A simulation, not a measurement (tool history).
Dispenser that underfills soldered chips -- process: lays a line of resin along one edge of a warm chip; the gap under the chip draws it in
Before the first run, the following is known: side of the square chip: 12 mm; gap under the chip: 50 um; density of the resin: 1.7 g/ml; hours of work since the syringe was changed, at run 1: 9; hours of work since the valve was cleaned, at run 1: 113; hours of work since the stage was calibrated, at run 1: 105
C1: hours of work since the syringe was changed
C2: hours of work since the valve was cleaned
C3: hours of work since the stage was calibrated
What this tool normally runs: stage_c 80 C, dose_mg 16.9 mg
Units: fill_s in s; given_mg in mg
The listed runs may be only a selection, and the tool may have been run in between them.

Run 1, hour 0.0: usual settings; C1 9; C2 113; C3 105. Result: fill_s 99.7 s, given_mg 15.71 mg.
At hour 5.1: new syringe of resin.
Run 2, hour 6.7: usual settings; C1 1; C2 118; C3 109. Result: fill_s 61.1 s, given_mg 15.58 mg.
Run 3, hour 14.0: usual settings; C1 7; C2 123; C3 115. Result: fill_s 87.8 s, given_mg 15.52 mg.
At hour 21.8: new syringe of resin.
Run 4, hour 22.4: usual settings; C1 0; C2 129; C3 121. Result: fill_s 60.1 s, given_mg 15.35 mg.
Run 5, hour 26.7: usual settings; C1 4; C2 132; C3 124. Result: fill_s 73.2 s, given_mg 15.34 mg.
At hour 31.8: dispensing valve cleaned and set on the balance.
Run 6, hour 34.4: usual settings; C1 9; C2 2; C3 129. Result: fill_s 95.8 s, given_mg 16.80 mg.
At hour 39.6: new syringe of resin.
Run 7, hour 39.9: usual settings; C1 0; C2 6; C3 132. Result: fill_s 58.7 s, given_mg 16.65 mg.
Run 8, hour 48.3: usual settings; C1 6; C2 12; C3 139. Result: fill_s 83.8 s, given_mg 16.66 mg.
At hour 56.4: new syringe of resin.
Run 9, hour 56.9: usual settings; C1 0; C2 18; C3 145. Result: fill_s 58.7 s, given_mg 16.46 mg.
Run 10, hour 65.2: usual settings; C1 6; C2 24; C3 151. Result: fill_s 87.0 s, given_mg 16.56 mg.
At hour 73.5: new syringe of resin.
Run 11, hour 73.8: usual settings; C1 0; C2 30; C3 157. Result: fill_s 58.4 s, given_mg 16.57 mg.
Run 12, hour 81.2: usual settings; C1 6; C2 36; C3 162. Result: fill_s 82.6 s, given_mg 16.50 mg.
Run 13, hour 86.9: usual settings but stage_c 82 C, dose_mg 19.4 mg; C1 10; C2 40; C3 167. Result: fill_s 98.9 s, given_mg 18.80 mg.
At hour 90.5: new syringe of resin.
Run 14, hour 92.4: usual settings but stage_c 89 C, dose_mg 16.3 mg; C1 1; C2 44; C3 170. Result: fill_s 48.6 s, given_mg 15.69 mg.
Run 15, hour 100.7: usual settings but stage_c 95 C, dose_mg 15.3 mg; C1 7; C2 50; C3 176. Result: fill_s 61.5 s, given_mg 14.72 mg.

The next listed run, before its measurement:
Run 16, hour 104.8: usual settings but stage_c 95 C, dose_mg 15.3 mg; C1 10; C2 53; C3 179. Result: fill_s ?, given_mg ?.

Logged for run 16: fill_s 73.6 s, given_mg 14.72 mg.
If the tool had no hidden condition, the same run with the same run-to-run variation would have returned fill_s 37.3 s, given_mg 15.34 mg.
